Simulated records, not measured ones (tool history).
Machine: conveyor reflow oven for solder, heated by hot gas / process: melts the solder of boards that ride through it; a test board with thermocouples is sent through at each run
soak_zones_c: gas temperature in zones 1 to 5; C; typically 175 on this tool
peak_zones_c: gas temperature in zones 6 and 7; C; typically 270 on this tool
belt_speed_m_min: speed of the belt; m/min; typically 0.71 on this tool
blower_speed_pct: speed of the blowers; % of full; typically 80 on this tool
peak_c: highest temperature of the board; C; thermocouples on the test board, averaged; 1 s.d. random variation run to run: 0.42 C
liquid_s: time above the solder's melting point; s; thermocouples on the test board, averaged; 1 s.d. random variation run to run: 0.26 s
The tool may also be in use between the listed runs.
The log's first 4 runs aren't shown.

run 5 hour=31.7 | soak_zones_c=175 peak_zones_c=270 belt_speed_m_min=0.821 blower_speed_pct=80 | peak_c=249 liquid_s=36.1
run 6 hour=41 | soak_zones_c=175 peak_zones_c=270 belt_speed_m_min=0.821 blower_speed_pct=80 | peak_c=248.6 liquid_s=36.1
run 7 hour=47.3 | soak_zones_c=175 peak_zones_c=270 belt_speed_m_min=0.71 blower_speed_pct=74 | peak_c=252.6 liquid_s=45
run 8 hour=53.5 | soak_zones_c=163 peak_zones_c=270 belt_speed_m_min=0.71 blower_speed_pct=74 | peak_c=250.6 liquid_s=40.5
run 9 hour=63.1 | soak_zones_c=161 peak_zones_c=270 belt_speed_m_min=0.71 blower_speed_pct=80 | peak_c=250.3 liquid_s=40.3
run 10 hour=68.2 | soak_zones_c=161 peak_zones_c=270 belt_speed_m_min=0.628 blower_speed_pct=80 | peak_c=254.9 liquid_s=49.7
run 11 hour=76.1 | soak_zones_c=161 peak_zones_c=270 belt_speed_m_min=0.628 blower_speed_pct=80 | peak_c=255.5 liquid_s=49.2
run 12 hour=83.7 | soak_zones_c=175 peak_zones_c=270 belt_speed_m_min=0.71 blower_speed_pct=80 | peak_c=253.7 liquid_s=45.4
run 13 hour=93.7 | soak_zones_c=175 peak_zones_c=270 belt_speed_m_min=0.71 blower_speed_pct=80 | peak_c=253.2 liquid_s=45.6
run 14 hour=103.5 | soak_zones_c=175 peak_zones_c=270 belt_speed_m_min=0.71 blower_speed_pct=80 | peak_c=254 liquid_s=45.9
run 15 hour=114.1 | soak_zones_c=175 peak_zones_c=270 belt_speed_m_min=0.71 blower_speed_pct=80 | peak_c=254.1 liquid_s=45.5
run 16 hour=119.6 | soak_zones_c=175 peak_zones_c=270 belt_speed_m_min=0.71 blower_speed_pct=80 | peak_c=253 liquid_s=45.9
-- hour=124.1 belt drive overhauled, speed set with a stopwatch
run 17 hour=132.7 | soak_zones_c=175 peak_zones_c=279 belt_speed_m_min=0.71 blower_speed_pct=79 | peak_c=261.6 liquid_s=49.8
run 18 hour=139.8 | soak_zones_c=173 peak_zones_c=282 belt_speed_m_min=0.746 blower_speed_pct=63 | peak_c=258.9 liquid_s=44.5
run 19 hour=148.4 | soak_zones_c=161 peak_zones_c=282 belt_speed_m_min=0.746 blower_speed_pct=63 | peak_c=255.4 liquid_s=40.6
run 20 hour=157.7 | soak_zones_c=176 peak_zones_c=283 belt_speed_m_min=0.71 blower_speed_pct=59 | peak_c=261.6 liquid_s=49.1
-- hour=164.7 belt drive overhauled, speed set with a stopwatch, once more
run 21 hour=167.6 | soak_zones_c=176 peak_zones_c=283 belt_speed_m_min=0.71 blower_speed_pct=59 | peak_c=260.1 liquid_s=48
run 22 hour=172.9 | soak_zones_c=185 peak_zones_c=270 belt_speed_m_min=0.578 blower_speed_pct=80 | peak_c=261.2 liquid_s=64.2
run 23 hour=182.2 | soak_zones_c=175 peak_zones_c=261 belt_speed_m_min=0.66 blower_speed_pct=80 | peak_c=247.3 liquid_s=45.3
run 24 hour=191.5 | soak_zones_c=189 peak_zones_c=278 belt_speed_m_min=0.66 blower_speed_pct=80 | peak_c=264.5 liquid_s=59
run 25 hour=201.3 | soak_zones_c=189 peak_zones_c=278 belt_speed_m_min=0.66 blower_speed_pct=80 | peak_c=264.5 liquid_s=58.6
run 26 hour=208.5 | soak_zones_c=175 peak_zones_c=278 belt_speed_m_min=0.66 blower_speed_pct=52 | peak_c=257.2 liquid_s=50.6
run 27 hour=215 | soak_zones_c=175 peak_zones_c=278 belt_speed_m_min=0.66 blower_speed_pct=52 | peak_c=256.9 liquid_s=50.1

Run 28 has not been measured yet. What should we expect?
run 28 hour=220.3 | soak_zones_c=174 peak_zones_c=270 belt_speed_m_min=0.71 blower_speed_pct=80 | peak_c=? liquid_s=?

{"run 28": {"peak_c": 253, "liquid_s": 44.3}}
With no hidden state in the tool, this same run would have given peak_c 254.8 C, liquid_s 45.7 s.
